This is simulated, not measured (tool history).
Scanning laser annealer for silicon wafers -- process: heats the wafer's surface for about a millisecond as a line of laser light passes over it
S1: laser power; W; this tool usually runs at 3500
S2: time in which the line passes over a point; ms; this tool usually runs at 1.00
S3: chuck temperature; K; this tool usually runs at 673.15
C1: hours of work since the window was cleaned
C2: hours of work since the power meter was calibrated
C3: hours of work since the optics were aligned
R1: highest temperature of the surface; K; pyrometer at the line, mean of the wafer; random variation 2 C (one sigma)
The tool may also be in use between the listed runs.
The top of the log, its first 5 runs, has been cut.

run   hour    S1    S2      S3   C1    C2   C3       R1
  6  179.0  3500  1.00  673.15   75  1010  641  1496.15
  7  215.5  3500  1.00  678.15   99  1034  665  1500.15
  8  244.4  3500  1.00  678.15  118  1053  684  1503.15
  9  279.6  3500  1.00  678.15  141  1076  707  1500.15
 10  312.1  3500  1.00  678.15  162  1097  728  1497.15
 11  355.0  3500  1.00  678.15  190  1125  756  1492.15
 12  402.3  3500  1.00  673.15  221  1156  787  1488.15
 13  429.9  3500  1.00  673.15  239  1174  805  1492.15
 14  462.3  3500  1.00  673.15  260  1195  826  1481.15
 15  486.9  3500  1.00  673.15  276  1211  842  1482.15
 16  518.7  3500  1.00  673.15  297  1232  863  1479.15
 17  543.9  3500  1.00  673.15  314  1248  879  1482.15
 18  566.7  3430  1.00  673.15  328  1263  894  1461.15
 19  593.2  3430  1.00  673.15  346  1280  912  1457.15
 20  616.3  3430  1.00  673.15  361  1295  927  1458.15
 21  644.4  3013  1.00  678.15  379  1314  945  1351.15
 22  676.6  3500  0.93  656.15  400  1335  966  1433.15

For run 23, what comes out?
 23  705.8  3456  0.71  667.15  419  1354  985   ?

{"run 23": {"R1": 1341.15}}
Had the tool carried no hidden state, the very same run would have given R1 1380.15 K.
